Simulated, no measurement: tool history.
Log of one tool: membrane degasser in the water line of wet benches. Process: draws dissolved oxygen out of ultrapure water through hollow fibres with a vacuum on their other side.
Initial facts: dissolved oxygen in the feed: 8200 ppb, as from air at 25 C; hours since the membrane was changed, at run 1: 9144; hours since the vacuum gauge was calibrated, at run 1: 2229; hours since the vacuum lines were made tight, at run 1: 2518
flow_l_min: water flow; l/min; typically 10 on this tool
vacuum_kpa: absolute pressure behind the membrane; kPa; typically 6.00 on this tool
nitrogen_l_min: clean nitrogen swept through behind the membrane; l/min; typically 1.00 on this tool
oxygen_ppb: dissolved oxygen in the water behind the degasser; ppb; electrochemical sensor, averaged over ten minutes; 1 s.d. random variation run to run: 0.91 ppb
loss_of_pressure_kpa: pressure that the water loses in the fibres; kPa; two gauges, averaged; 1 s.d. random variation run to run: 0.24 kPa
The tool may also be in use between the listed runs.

run,hour,flow_l_min,vacuum_kpa,nitrogen_l_min,hours since the membrane was changed,hours since the vacuum gauge was calibrated,hours since the vacuum lines were made tight,oxygen_ppb,loss_of_pressure_kpa
1,0.0,10,6.00,1.00,9144,2229,2518,84.8,62.65
2,235.0,10,6.00,1.00,9379,2464,2753,86.4,62.59
3,448.8,12,6.00,1.00,9593,2678,2967,124.4,75.29
4,674.6,12,6.00,1.00,9819,2904,3193,123.8,75.22
5,843.7,12,6.00,1.00,9988,3073,3362,124.3,75.12
6,1107.2,12,6.00,1.00,10252,3336,3625,125.8,74.62
7,1391.8,12,6.00,1.00,10536,3621,3910,123.6,75.08
8,1684.1,12,6.00,1.00,10828,3913,4202,123.4,75.07
9,1861.3,12,6.00,1.00,11006,4090,4380,124.6,74.54
# hour 2151.8: seals of the vacuum lines changed
10,2151.8,10,6.00,1.00,11294,4379,0,87.0,62.32
11,2291.6,9,6.00,1.00,11434,4519,140,70.0,55.90
12,2621.4,10,6.00,1.00,11764,4849,470,83.8,62.60
13,2838.0,11,6.00,1.00,11980,5065,686,104.6,68.66
14,2992.3,11,6.00,1.00,12135,5219,840,103.6,68.68
15,3129.6,10,6.00,1.00,12272,5357,978,86.3,62.44
16,3454.0,10,6.00,1.00,12596,5681,1302,85.8,62.18
# hour 3504.1: membrane cartridge changed
17,3601.3,16,12.72,1.00,97,5824,1445,479.2,99.94
18,3873.4,16,12.72,1.00,369,6097,1718,473.5,99.43
# hour 4130.0: vacuum gauge calibrated
19,4152.7,10,6.63,1.00,648,23,1996,100.3,61.71
20,4419.7,10,6.63,1.00,915,290,2263,99.2,61.75

For run 21, what comes out?
21,4670.0,14,6.00,1.29,1165,540,2514,?,?

Run 21 gave oxygen_ppb 161.9 ppb, loss_of_pressure_kpa 86.43 kPa.
If the tool had no hidden condition, the same run with the same run-to-run variation would have returned oxygen_ppb 161.8 ppb, loss_of_pressure_kpa 87.73 kPa.
